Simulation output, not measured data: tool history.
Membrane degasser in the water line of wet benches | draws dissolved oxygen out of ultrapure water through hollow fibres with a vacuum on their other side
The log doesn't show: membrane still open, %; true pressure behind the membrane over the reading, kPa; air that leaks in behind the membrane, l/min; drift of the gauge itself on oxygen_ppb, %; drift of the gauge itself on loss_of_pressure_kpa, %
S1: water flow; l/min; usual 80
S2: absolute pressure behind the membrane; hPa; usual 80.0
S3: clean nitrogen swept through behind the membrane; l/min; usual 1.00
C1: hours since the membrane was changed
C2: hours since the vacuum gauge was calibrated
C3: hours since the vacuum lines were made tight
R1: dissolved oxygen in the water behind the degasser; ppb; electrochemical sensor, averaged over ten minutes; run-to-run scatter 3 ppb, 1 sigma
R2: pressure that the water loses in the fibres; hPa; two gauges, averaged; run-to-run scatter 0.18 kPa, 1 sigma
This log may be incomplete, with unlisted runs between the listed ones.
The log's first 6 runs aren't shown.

{"run": 7, "hour": 1119.0, "S1": 80, "S2": 80.0, "S3": 1.0, "C1": 6062, "C2": 1459, "C3": 7475, "R1": 611.5, "R2": 316.4}
{"run": 8, "hour": 1289.3, "S1": 80, "S2": 80.0, "S3": 2.55, "C1": 6232, "C2": 1629, "C3": 7645, "R1": 308.3, "R2": 316.7}
{"run": 9, "hour": 1508.1, "S1": 80, "S2": 80.0, "S3": 1.0, "C1": 6451, "C2": 1848, "C3": 7864, "R1": 610.0, "R2": 314.9}
{"run": 10, "hour": 1678.0, "S1": 80, "S2": 80.0, "S3": 1.0, "C1": 6621, "C2": 2018, "C3": 8034, "R1": 610.6, "R2": 314.8}
{"run": 11, "hour": 1888.6, "S1": 80, "S2": 80.0, "S3": 1.0, "C1": 6831, "C2": 2228, "C3": 8245, "R1": 616.8, "R2": 317.0}
{"run": 12, "hour": 2078.4, "S1": 80, "S2": 52.1, "S3": 1.0, "C1": 7021, "C2": 2418, "C3": 8434, "R1": 267.4, "R2": 315.0}
{"run": 13, "hour": 2326.6, "S1": 80, "S2": 52.1, "S3": 1.0, "C1": 7269, "C2": 2666, "C3": 8682, "R1": 266.6, "R2": 317.6}
{"run": 14, "hour": 2476.8, "S1": 80, "S2": 80.0, "S3": 0.43, "C1": 7420, "C2": 2816, "C3": 8833, "R1": 981.0, "R2": 314.1}
{"run": 15, "hour": 2660.0, "S1": 85, "S2": 80.0, "S3": 1.0, "C1": 7603, "C2": 3000, "C3": 9016, "R1": 636.7, "R2": 338.5}
{"run": 16, "hour": 2895.7, "S1": 85, "S2": 80.0, "S3": 1.0, "C1": 7838, "C2": 3235, "C3": 9252, "R1": 633.5, "R2": 335.0}
{"run": 17, "hour": 3036.7, "S1": 85, "S2": 188.5, "S3": 1.0, "C1": 7980, "C2": 3376, "C3": 9393, "R1": 1838.5, "R2": 334.8}
{"hour": 3092.5, "done": "vacuum gauge calibrated"}
{"run": 18, "hour": 3189.0, "S1": 85, "S2": 188.5, "S3": 1.0, "C1": 8131, "C2": 96, "C3": 9544, "R1": 1832.3, "R2": 335.7}
{"run": 19, "hour": 3371.9, "S1": 85, "S2": 188.5, "S3": 1.0, "C1": 8314, "C2": 279, "C3": 9727, "R1": 1827.3, "R2": 333.2}
{"run": 20, "hour": 3560.0, "S1": 91, "S2": 159.1, "S3": 0.69, "C1": 8502, "C2": 467, "C3": 9915, "R1": 1968.1, "R2": 360.7}
{"run": 21, "hour": 3804.4, "S1": 55, "S2": 60.1, "S3": 0.69, "C1": 8747, "C2": 712, "C3": 10160, "R1": 367.9, "R2": 215.9}
{"run": 22, "hour": 4038.1, "S1": 80, "S2": 110.5, "S3": 1.0, "C1": 8980, "C2": 946, "C3": 10394, "R1": 966.9, "R2": 315.0}
{"run": 23, "hour": 4163.8, "S1": 121, "S2": 89.0, "S3": 1.56, "C1": 9106, "C2": 1071, "C3": 10519, "R1": 724.2, "R2": 477.7}
{"run": 24, "hour": 4416.6, "S1": 80, "S2": 89.1, "S3": 1.0, "C1": 9359, "C2": 1324, "C3": 10772, "R1": 725.2, "R2": 313.9}
{"run": 25, "hour": 4578.2, "S1": 73, "S2": 179.2, "S3": 0.79, "C1": 9521, "C2": 1486, "C3": 10934, "R1": 1839.9, "R2": 290.3}
{"hour": 4674.5, "done": "seals of the vacuum lines changed"}
{"run": 26, "hour": 4770.0, "S1": 66, "S2": 150.1, "S3": 1.0, "C1": 9710, "C2": 1675, "C3": 96, "R1": 1243.9, "R2": 265.2}
{"run": 27, "hour": 4890.8, "S1": 54, "S2": 65.1, "S3": 0.48, "C1": 9831, "C2": 1796, "C3": 216, "R1": 524.6, "R2": 215.0}
{"run": 28, "hour": 5091.6, "S1": 80, "S2": 80.0, "S3": 0.93, "C1": 10032, "C2": 1997, "C3": 417, "R1": 649.5, "R2": 322.0}
{"run": 29, "hour": 5265.1, "S1": 89, "S2": 80.0, "S3": 0.93, "C1": 10205, "C2": 2171, "C3": 591, "R1": 681.8, "R2": 352.3}
{"run": 30, "hour": 5486.1, "S1": 120, "S2": 100.6, "S3": 0.52, "C1": 10426, "C2": 2392, "C3": 812, "R1": 1492.3, "R2": 475.9}
{"run": 31, "hour": 5719.8, "S1": 48, "S2": 80.0, "S3": 1.0, "C1": 10660, "C2": 2625, "C3": 1045, "R1": 424.0, "R2": 189.9}

Here are 3 independent what-if runs from the current tool condition. What would each one return?
{"run": "A", "hour": 5869.3, "S1": 57, "S2": 80.0, "S3": 1.0, "C1": 10810, "C2": 2775, "C3": 1195, "R1": "?", "R2": "?"}
{"run": "B", "hour": 5869.3, "S1": 67, "S2": 128.2, "S3": 1.0, "C1": 10810, "C2": 2775, "C3": 1195, "R1": "?", "R2": "?"}
{"run": "C", "hour": 5869.3, "S1": 48, "S2": 96.3, "S3": 0.97, "C1": 10810, "C2": 2775, "C3": 1195, "R1": "?", "R2": "?"}

run=A R1=482.7 R2=223.9
run=B R1=1047.6 R2=267.2
run=C R1=578.2 R2=191.2
Take away the tool's hidden state, keep each run's random variation, and the runs would have read:
run=A R1=482.5 R2=223.6
run=B R1=1047.5 R2=266.8
run=C R1=578.1 R2=190.9
